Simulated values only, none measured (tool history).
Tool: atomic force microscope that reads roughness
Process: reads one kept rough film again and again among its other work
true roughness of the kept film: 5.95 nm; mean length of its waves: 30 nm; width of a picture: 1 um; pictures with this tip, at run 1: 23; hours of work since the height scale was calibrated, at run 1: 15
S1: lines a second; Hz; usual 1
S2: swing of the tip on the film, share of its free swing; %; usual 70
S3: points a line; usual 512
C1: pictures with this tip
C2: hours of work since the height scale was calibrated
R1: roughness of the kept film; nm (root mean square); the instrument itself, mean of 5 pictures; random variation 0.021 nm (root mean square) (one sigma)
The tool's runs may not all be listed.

{"run": 1, "hour": 0.0, "S1": 1, "S2": 70, "S3": 512, "C1": 23, "C2": 15, "R1": 5.036}
{"run": 2, "hour": 9.0, "S1": 1, "S2": 70, "S3": 512, "C1": 38, "C2": 20, "R1": 5.017}
{"run": 3, "hour": 16.1, "S1": 1, "S2": 70, "S3": 272, "C1": 50, "C2": 24, "R1": 4.982}
{"run": 4, "hour": 22.9, "S1": 1, "S2": 62, "S3": 512, "C1": 61, "C2": 28, "R1": 5.116}
{"run": 5, "hour": 28.4, "S1": 1, "S2": 62, "S3": 512, "C1": 70, "C2": 32, "R1": 5.108}
{"run": 6, "hour": 35.0, "S1": 1, "S2": 70, "S3": 903, "C1": 81, "C2": 36, "R1": 5.05}
{"run": 7, "hour": 44.2, "S1": 1, "S2": 70, "S3": 903, "C1": 97, "C2": 41, "R1": 5.005}
{"run": 8, "hour": 52.2, "S1": 1, "S2": 70, "S3": 903, "C1": 110, "C2": 46, "R1": 5.053}
{"run": 9, "hour": 56.8, "S1": 0.69, "S2": 70, "S3": 512, "C1": 118, "C2": 49, "R1": 5.06}
{"run": 10, "hour": 62.8, "S1": 0.69, "S2": 70, "S3": 512, "C1": 128, "C2": 52, "R1": 5.061}
{"run": 11, "hour": 69.3, "S1": 0.69, "S2": 70, "S3": 512, "C1": 138, "C2": 56, "R1": 5.07}
{"run": 12, "hour": 78.9, "S1": 0.69, "S2": 70, "S3": 512, "C1": 154, "C2": 62, "R1": 5.061}
{"run": 13, "hour": 88.2, "S1": 0.69, "S2": 74, "S3": 297, "C1": 170, "C2": 68, "R1": 5.007}
{"run": 14, "hour": 92.5, "S1": 1.1, "S2": 74, "S3": 297, "C1": 177, "C2": 70, "R1": 4.896}
{"hour": 95.1, "done": "new tip fitted"}
{"run": 15, "hour": 101.1, "S1": 3.98, "S2": 76, "S3": 356, "C1": 9, "C2": 75, "R1": 4.248}
{"run": 16, "hour": 106.5, "S1": 3.98, "S2": 72, "S3": 356, "C1": 18, "C2": 78, "R1": 4.383}
{"run": 17, "hour": 113.9, "S1": 2.58, "S2": 82, "S3": 956, "C1": 31, "C2": 83, "R1": 4.378}
{"run": 18, "hour": 123.4, "S1": 2.58, "S2": 82, "S3": 956, "C1": 47, "C2": 89, "R1": 4.361}
{"run": 19, "hour": 127.4, "S1": 2.58, "S2": 82, "S3": 956, "C1": 53, "C2": 91, "R1": 4.339}
{"run": 20, "hour": 133.3, "S1": 1.17, "S2": 81, "S3": 512, "C1": 63, "C2": 95, "R1": 4.86}
{"run": 21, "hour": 141.9, "S1": 1.17, "S2": 81, "S3": 512, "C1": 77, "C2": 100, "R1": 4.857}
{"run": 22, "hour": 147.9, "S1": 0.97, "S2": 67, "S3": 799, "C1": 87, "C2": 103, "R1": 5.031}
{"run": 23, "hour": 156.6, "S1": 3.27, "S2": 80, "S3": 332, "C1": 102, "C2": 109, "R1": 4.22}

Forecast each of these 5 alternatives for the next run:
{"run": "A", "hour": 164.1, "S1": 3.24, "S2": 70, "S3": 684, "C1": 114, "C2": 113, "R1": "?"}
{"run": "B", "hour": 164.1, "S1": 1.38, "S2": 65, "S3": 436, "C1": 114, "C2": 113, "R1": "?"}
{"run": "C", "hour": 164.1, "S1": 3.27, "S2": 80, "S3": 484, "C1": 114, "C2": 113, "R1": "?"}
{"run": "D", "hour": 164.1, "S1": 3.27, "S2": 73, "S3": 288, "C1": 114, "C2": 113, "R1": "?"}
{"run": "E", "hour": 164.1, "S1": 1.63, "S2": 80, "S3": 332, "C1": 114, "C2": 113, "R1": "?"}

run=A R1=4.604
run=B R1=5.035
run=C R1=4.245
run=D R1=4.473
run=E R1=4.673
Without the tool's hidden state the same runs would have given:
run=A R1=4.612
run=B R1=5.043
run=C R1=4.252
run=D R1=4.481
run=E R1=4.68

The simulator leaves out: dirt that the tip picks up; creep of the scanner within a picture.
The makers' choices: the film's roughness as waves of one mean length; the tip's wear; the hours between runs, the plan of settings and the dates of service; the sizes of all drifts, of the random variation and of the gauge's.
